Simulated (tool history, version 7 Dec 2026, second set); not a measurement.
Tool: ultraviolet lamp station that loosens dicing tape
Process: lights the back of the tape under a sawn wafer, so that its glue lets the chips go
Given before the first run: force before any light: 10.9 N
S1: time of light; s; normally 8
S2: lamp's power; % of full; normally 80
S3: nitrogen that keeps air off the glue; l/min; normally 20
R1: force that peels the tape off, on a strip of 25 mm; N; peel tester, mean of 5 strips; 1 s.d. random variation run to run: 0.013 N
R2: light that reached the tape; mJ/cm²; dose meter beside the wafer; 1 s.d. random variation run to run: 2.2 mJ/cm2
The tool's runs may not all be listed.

run,hour,S1,S2,S3,R1,R2
1,0.0,8,80,20,1.538,125
2,16.7,8,80,20,1.576,121
3,29.7,8,80,20,1.597,117
4,43.8,8,80,32,1.192,123
5,71.6,8,80,32,1.223,118
6,92.0,8,80,32,1.293,115
7,117.5,8,80,20,1.794,112
8,144.5,8,80,20,1.868,109
9,171.7,8,80,20,1.881,108
10,196.8,8,80,8,3.409,107
11,214.2,8,92,20,1.647,119
12,237.3,8,80,20,2.063,102
13,257.7,8,80,20,2.111,103
# hour 276.6: lamp changed
14,283.9,8,80,36,0.456,178
15,298.1,8,80,20,0.712,180
16,319.0,8,80,20,0.774,179
17,347.2,8,80,20,0.748,177
18,360.9,8,80,20,0.748,176
19,382.5,8,67,23,0.998,144
# hour 389.7: window cleaned of glue's vapour
20,401.1,8,67,8,1.975,162
21,419.9,6,67,9,2.794,117
22,435.3,8,65,30,0.739,155
23,457.2,14,65,29,0.290,263
24,480.9,14,65,29,0.298,258
25,499.5,5,73,31,1.581,105
26,521.5,5,73,31,1.596,104
27,535.8,11,64,15,0.778,198
28,562.9,11,64,15,0.839,194
29,577.7,5,94,7,2.828,131
30,599.7,5,94,7,3.147,130
31,624.7,5,94,7,3.095,127
32,653.4,5,94,7,3.131,125
33,674.5,9,94,7,1.251,222
34,695.5,6,88,32,0.941,140
35,723.2,15,80,11,0.435,309

Predict each of these 5 candidate next runs independently; none follows another, all start after run 35:
A,750.9,8,63,8,?,?
B,750.9,8,88,8,?,?
C,750.9,8,84,6,?,?
D,750.9,4,80,17,?,?
E,750.9,8,67,11,?,?

run,R1,R2
A,2.832,124
B,1.648,179
C,2.208,164
D,3.243,82
E,2.070,135
Had the tool no hidden state, the same runs would have come out as:
run,R1,R2
A,2.053,155
B,1.089,223
C,1.529,206
D,2.427,102
E,1.416,168
